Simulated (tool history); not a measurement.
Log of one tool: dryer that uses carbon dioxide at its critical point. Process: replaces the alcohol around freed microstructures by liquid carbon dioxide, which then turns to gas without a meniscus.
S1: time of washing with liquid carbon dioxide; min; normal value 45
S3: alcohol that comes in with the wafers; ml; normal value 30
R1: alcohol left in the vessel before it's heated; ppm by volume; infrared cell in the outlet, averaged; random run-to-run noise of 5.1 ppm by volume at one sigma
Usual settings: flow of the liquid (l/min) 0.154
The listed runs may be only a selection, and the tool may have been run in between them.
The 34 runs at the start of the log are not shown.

At day 63.267: purifier's bed changed.
Run 35, day 63.521: usual settings but S1 53 min, flow of the liquid (l/min) 0.159, S3 29 ml. Result: R1 20 ppm by volume.
Run 36, day 64.671: usual settings but flow of the liquid (l/min) 0.148. Result: R1 82 ppm by volume.
Run 37, day 66.883: usual settings but flow of the liquid (l/min) 0.171, S3 47 ml. Result: R1 63 ppm by volume.
Run 38, day 69.133: usual settings but S1 53 min, flow of the liquid (l/min) 0.169. Result: R1 26 ppm by volume.
Run 39, day 70.783: usual settings but S1 65 min, flow of the liquid (l/min) 0.112. Result: R1 65 ppm by volume.
Run 40, day 73.054: usual settings but S1 65 min, flow of the liquid (l/min) 0.112. Result: R1 77 ppm by volume.
Run 41, day 74.2: usual settings but S1 34 min, flow of the liquid (l/min) 0.143, S3 33 ml. Result: R1 457 ppm by volume.
Run 42, day 76.692: usual settings but S1 57 min, flow of the liquid (l/min) 0.147, S3 36 ml. Result: R1 68 ppm by volume.
Run 43, day 79.042: usual settings but S1 57 min, flow of the liquid (l/min) 0.147, S3 36 ml. Result: R1 83 ppm by volume.
At day 79.738: inlet filter changed.
Run 44, day 80.85: usual settings but S1 57 min, flow of the liquid (l/min) 0.237, S3 29 ml. Result: R1 53 ppm by volume.
Run 45, day 83.075: usual settings but S1 35 min, flow of the liquid (l/min) 0.237, S3 29 ml. Result: R1 72 ppm by volume.
Run 46, day 85.142: usual settings but S1 38 min, flow of the liquid (l/min) 0.109, S3 110 ml. Result: R1 2529 ppm by volume.

Predict each of these 4 candidate next runs independently; none follows another, all start after run 46:
Run A, day 86.912: usual settings but S1 41 min, flow of the liquid (l/min) 0.155, S3 97 ml. Result: R1 ?.
Run B, day 86.912: usual settings but S1 36 min, flow of the liquid (l/min) 0.111, S3 65 ml. Result: R1 ?.
Run C, day 86.912: usual settings but flow of the liquid (l/min) 0.117, S3 59 ml. Result: R1 ?.
Run D, day 86.912: usual settings but S1 65 min, flow of the liquid (l/min) 0.157, S3 38 ml. Result: R1 ?.

run    R1
  A   355
  B  1753
  C   545
  D    84
The same runs, with their run-to-run variation unchanged, on a tool lacking any hidden condition would have given:
run    R1
  A   252
  B  1550
  C   427
  D    14
